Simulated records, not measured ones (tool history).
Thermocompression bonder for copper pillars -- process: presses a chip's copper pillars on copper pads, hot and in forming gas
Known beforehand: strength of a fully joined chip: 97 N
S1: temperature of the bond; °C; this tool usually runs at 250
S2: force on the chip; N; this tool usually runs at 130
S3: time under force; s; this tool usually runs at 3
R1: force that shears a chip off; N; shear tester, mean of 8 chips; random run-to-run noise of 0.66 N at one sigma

run 1 hour=0.0 | S1=250 S2=130 S3=3 | R1=39.4
run 2 hour=54.0 | S1=250 S2=130 S3=3 | R1=39.9
run 3 hour=95.8 | S1=254 S2=130 S3=3 | R1=40.6
run 4 hour=149.0 | S1=250 S2=130 S3=5 | R1=44.8
run 5 hour=199.8 | S1=250 S2=130 S3=5 | R1=45.7
run 6 hour=231.7 | S1=250 S2=130 S3=5 | R1=46.5
run 7 hour=274.5 | S1=250 S2=130 S3=5 | R1=44.5
-- hour=310.3 forming gas filter changed
run 8 hour=325.1 | S1=249 S2=130 S3=5 | R1=48.2
run 9 hour=365.1 | S1=227 S2=79 S3=5 | R1=20.2
run 10 hour=421.2 | S1=227 S2=79 S3=5 | R1=19.9
run 11 hour=446.4 | S1=231 S2=168 S3=3 | R1=37.5
run 12 hour=493.9 | S1=239 S2=166 S3=2 | R1=36.5
run 13 hour=552.9 | S1=234 S2=167 S3=6 | R1=48.9
run 14 hour=602.8 | S1=270 S2=130 S3=3 | R1=49.2
run 15 hour=632.9 | S1=239 S2=182 S3=3 | R1=44.5

What if the next run were any one of these 3? Each begins from the tool's condition after run 15:
run A hour=691.3 | S1=270 S2=84 S3=8 | R1=?
run B hour=691.3 | S1=280 S2=84 S3=2 | R1=?
run C hour=691.3 | S1=254 S2=89 S3=4 | R1=?

run=A R1=47.0
run=B R1=31.8
run=C R1=30.5
With the hidden condition removed and each run's random variation left untouched, the same runs would have given:
run=A R1=53.0
run=B R1=36.4
run=C R1=35.1
